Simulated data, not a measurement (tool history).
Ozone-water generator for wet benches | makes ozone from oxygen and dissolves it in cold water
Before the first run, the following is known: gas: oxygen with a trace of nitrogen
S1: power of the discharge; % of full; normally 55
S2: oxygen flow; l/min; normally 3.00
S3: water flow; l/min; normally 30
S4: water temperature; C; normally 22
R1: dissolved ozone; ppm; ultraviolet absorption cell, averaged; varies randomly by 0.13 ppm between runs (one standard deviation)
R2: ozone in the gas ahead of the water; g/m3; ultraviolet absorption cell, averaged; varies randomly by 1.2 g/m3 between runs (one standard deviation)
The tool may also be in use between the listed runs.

| run | hour | S1 | S2 | S3 | S4 | R1 | R2 |
|---|---|---|---|---|---|---|---|
| 1 | 0.0 | 55 | 3.00 | 30 | 22 | 13.1 | 224.2 |
| 2 | 57.3 | 55 | 3.00 | 30 | 22 | 13.1 | 225.8 |
| 3 | 115.5 | 55 | 2.36 | 30 | 22 | 12.1 | 246.0 |
|  | 175.1 | water thermometer calibrated |
| 4 | 175.9 | 55 | 2.36 | 30 | 22 | 12.3 | 246.2 |
| 5 | 210.7 | 55 | 2.70 | 30 | 22 | 12.5 | 230.4 |
| 6 | 257.0 | 55 | 2.70 | 20 | 22 | 17.6 | 230.8 |
| 7 | 317.8 | 77 | 3.00 | 30 | 22 | 16.6 | 281.9 |
| 8 | 373.1 | 55 | 3.00 | 30 | 22 | 12.9 | 221.9 |
| 9 | 444.3 | 55 | 3.00 | 30 | 22 | 12.8 | 221.7 |
| 10 | 483.1 | 55 | 3.00 | 30 | 22 | 12.9 | 221.0 |
| 11 | 515.5 | 55 | 3.91 | 30 | 22 | 13.8 | 197.5 |
| 12 | 556.7 | 55 | 3.91 | 30 | 22 | 13.9 | 199.0 |
| 13 | 610.2 | 55 | 3.00 | 38 | 22 | 10.3 | 221.3 |
| 14 | 671.2 | 55 | 3.00 | 30 | 22 | 12.9 | 221.2 |
| 15 | 731.8 | 55 | 3.00 | 27 | 22 | 14.1 | 222.0 |
| 16 | 771.2 | 55 | 3.00 | 30 | 22 | 12.7 | 219.3 |
| 17 | 828.1 | 55 | 3.00 | 30 | 22 | 12.7 | 218.8 |
| 18 | 892.6 | 89 | 5.22 | 43 | 22 | 15.3 | 241.1 |
| 19 | 960.4 | 97 | 2.32 | 23 | 20 | 22.8 | 370.2 |
| 20 | 1008.6 | 97 | 2.32 | 23 | 20 | 22.6 | 369.1 |
| 21 | 1076.7 | 97 | 2.87 | 23 | 29 | 21.5 | 334.1 |
| 22 | 1141.6 | 50 | 4.41 | 23 | 22 | 16.0 | 170.5 |
| 23 | 1214.1 | 46 | 2.17 | 30 | 19 | 10.1 | 222.0 |
| 24 | 1254.4 | 98 | 3.06 | 23 | 16 | 25.2 | 325.2 |
| 25 | 1291.0 | 62 | 3.91 | 20 | 15 | 22.4 | 211.2 |
| 26 | 1338.3 | 62 | 3.91 | 20 | 15 | 21.8 | 209.6 |
| 27 | 1373.2 | 62 | 3.91 | 20 | 15 | 21.4 | 208.6 |
| 28 | 1416.1 | 55 | 3.00 | 30 | 22 | 12.3 | 217.1 |
| 29 | 1482.1 | 45 | 2.45 | 31 | 22 | 10.1 | 205.0 |
| 30 | 1532.5 | 85 | 3.18 | 23 | 26 | 20.4 | 285.5 |
| 31 | 1568.4 | 56 | 3.00 | 30 | 22 | 12.7 | 219.9 |
| 32 | 1618.0 | 55 | 4.31 | 30 | 27 | 13.0 | 184.9 |
| 33 | 1660.6 | 55 | 2.71 | 30 | 29 | 11.3 | 226.4 |

Each row is a separate what-if for the run after 33, all from the same tool condition, not one after another. Results?
| A | 1697.7 | 48 | 4.47 | 21 | 22 | ? | ? |
| B | 1697.7 | 55 | 4.05 | 30 | 22 | ? | ? |
| C | 1697.7 | 55 | 1.51 | 30 | 30 | ? | ? |
| D | 1697.7 | 69 | 3.24 | 44 | 29 | ? | ? |

| run | R1 | R2 |
|---|---|---|
| A | 16.4 | 163.1 |
| B | 13.3 | 189.4 |
| C | 9.3 | 290.3 |
| D | 10.0 | 245.7 |
Without the tool's hidden state the same runs would have given:
| run | R1 | R2 |
|---|---|---|
| A | 17.8 | 171.3 |
| B | 14.6 | 200.3 |
| C | 10.1 | 306.9 |
| D | 11.1 | 262.6 |

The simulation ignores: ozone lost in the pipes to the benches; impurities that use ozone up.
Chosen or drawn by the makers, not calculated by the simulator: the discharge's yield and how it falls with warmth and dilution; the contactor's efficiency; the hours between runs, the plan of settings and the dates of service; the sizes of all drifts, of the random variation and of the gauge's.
